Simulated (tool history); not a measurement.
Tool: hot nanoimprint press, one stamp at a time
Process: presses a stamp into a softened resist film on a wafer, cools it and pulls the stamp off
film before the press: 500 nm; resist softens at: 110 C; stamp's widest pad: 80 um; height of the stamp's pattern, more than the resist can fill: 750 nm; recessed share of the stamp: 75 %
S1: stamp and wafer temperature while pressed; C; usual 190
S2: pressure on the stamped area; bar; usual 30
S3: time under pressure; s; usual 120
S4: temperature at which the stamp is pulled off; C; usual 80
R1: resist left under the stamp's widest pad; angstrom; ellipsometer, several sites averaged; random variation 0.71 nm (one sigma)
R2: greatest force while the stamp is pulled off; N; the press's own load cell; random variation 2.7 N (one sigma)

| run | day | S1 | S2 | S3 | S4 | R1 | R2 |
|---|---|---|---|---|---|---|---|
| 1 | 0 | 190 | 30 | 120 | 80 | 2028 | 137 |
| 2 | 0.183 | 190 | 30 | 120 | 80 | 2029 | 140 |
| 3 | 0.45 | 190 | 30 | 120 | 80 | 2031 | 137 |
| 4 | 0.867 | 190 | 30 | 120 | 80 | 2024 | 139 |
| 5 | 1.125 | 190 | 30 | 120 | 80 | 2016 | 140 |
| 6 | 1.35 | 190 | 30 | 120 | 80 | 2032 | 135 |
| 7 | 1.704 | 190 | 24.7 | 120 | 80 | 2215 | 139 |
| 8 | 2.108 | 190 | 24.7 | 135 | 80 | 2126 | 137 |
| 9 | 2.454 | 179 | 30 | 120 | 80 | 3176 | 143 |
| 10 | 2.767 | 189 | 30 | 120 | 80 | 2106 | 143 |
| 11 | 3.112 | 190 | 30 | 120 | 80 | 2007 | 133 |
| 12 | 3.446 | 190 | 30 | 120 | 80 | 2018 | 140 |
| 13 | 3.638 | 190 | 30 | 120 | 80 | 2003 | 142 |
|  | 4.108 | stamp cleaned and given a new release coat |
| 14 | 4.129 | 190 | 30 | 120 | 80 | 2004 | 138 |
| 15 | 4.342 | 190 | 30 | 120 | 80 | 1998 | 137 |
| 16 | 4.55 | 190 | 19.6 | 211 | 79 | 1978 | 142 |
| 17 | 4.85 | 200 | 39.4 | 83 | 86 | 1298 | 121 |
| 18 | 5.221 | 200 | 39.4 | 83 | 86 | 1304 | 123 |
| 19 | 5.546 | 181 | 37.1 | 112 | 68 | 2759 | 175 |
| 20 | 5.75 | 181 | 37.1 | 112 | 68 | 2748 | 167 |
| 21 | 6.021 | 192 | 30 | 120 | 77 | 1828 | 146 |
| 22 | 6.446 | 186 | 30 | 112 | 74 | 2428 | 154 |
| 23 | 6.742 | 186 | 30 | 112 | 74 | 2442 | 158 |
|  | 6.988 | gauge calibrated |
| 24 | 7.15 | 186 | 30 | 112 | 74 | 2469 | 156 |
| 25 | 7.475 | 186 | 30 | 112 | 83 | 2477 | 135 |
| 26 | 7.796 | 186 | 30 | 112 | 83 | 2479 | 131 |
| 27 | 8.167 | 181 | 21.1 | 67 | 70 | 3831 | 165 |
| 28 | 8.362 | 190 | 19.9 | 139 | 83 | 2312 | 128 |
| 29 | 8.6 | 190 | 19.9 | 139 | 83 | 2317 | 128 |
| 30 | 8.892 | 190 | 19.9 | 139 | 83 | 2311 | 127 |

4 ways to go on from here, each from the tool as it stands after run 30. What would each give?
| A | 9.275 | 195 | 19.9 | 108 | 70 | ? | ? |
| B | 9.275 | 190 | 38 | 66 | 80 | ? | ? |
| C | 9.275 | 190 | 30 | 120 | 80 | ? | ? |
| D | 9.275 | 190 | 19.2 | 139 | 83 | ? | ? |

| run | R1 | R2 |
|---|---|---|
| A | 2052 | 169 |
| B | 2265 | 136 |
| C | 2011 | 136 |
| D | 2353 | 133 |
Without the tool's hidden state the same runs would have given:
| run | R1 | R2 |
|---|---|---|
| A | 2067 | 169 |
| B | 2282 | 135 |
| C | 2025 | 135 |
| D | 2370 | 132 |

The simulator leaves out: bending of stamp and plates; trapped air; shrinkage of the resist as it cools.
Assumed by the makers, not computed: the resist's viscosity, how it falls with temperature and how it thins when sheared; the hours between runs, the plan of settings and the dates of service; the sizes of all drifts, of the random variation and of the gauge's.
